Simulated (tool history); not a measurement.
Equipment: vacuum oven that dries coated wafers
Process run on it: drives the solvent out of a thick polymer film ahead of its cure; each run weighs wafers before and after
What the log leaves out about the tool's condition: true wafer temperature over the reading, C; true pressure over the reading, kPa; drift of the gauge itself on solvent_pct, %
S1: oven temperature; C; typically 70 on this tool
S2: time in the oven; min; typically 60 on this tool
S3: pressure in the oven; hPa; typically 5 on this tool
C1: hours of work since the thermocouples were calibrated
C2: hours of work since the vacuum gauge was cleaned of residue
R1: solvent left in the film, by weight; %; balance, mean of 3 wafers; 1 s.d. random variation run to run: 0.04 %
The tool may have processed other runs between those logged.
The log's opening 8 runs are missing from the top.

| run | hour | S1 | S2 | S3 | C1 | C2 | R1 |
|---|---|---|---|---|---|---|---|
| 9 | 165.9 | 70 | 60 | 5 | 383 | 455 | 2.04 |
| 10 | 186 | 70 | 60 | 5 | 394 | 466 | 2.08 |
| 11 | 202.7 | 70 | 60 | 5 | 403 | 475 | 2.02 |
| 12 | 226.3 | 70 | 32 | 5 | 416 | 488 | 4.39 |
| 13 | 247.5 | 70 | 32 | 5 | 428 | 500 | 4.26 |
| 14 | 272.9 | 70 | 32 | 5 | 442 | 514 | 4.35 |
| 15 | 303.9 | 70 | 32 | 5 | 459 | 531 | 4.38 |
|  | 307.9 | oven's thermocouples calibrated |
| 16 | 328.6 | 70 | 32 | 5 | 11 | 544 | 4.27 |
| 17 | 347.5 | 70 | 32 | 5 | 22 | 554 | 4.17 |

What does the tool deliver on the next run?
| 18 | 367.9 | 70 | 32 | 5 | 33 | 565 | ? |

Run 18 produced R1 4.23 %.
Had the tool carried no hidden state, the very same run would have given R1 4.45 %.
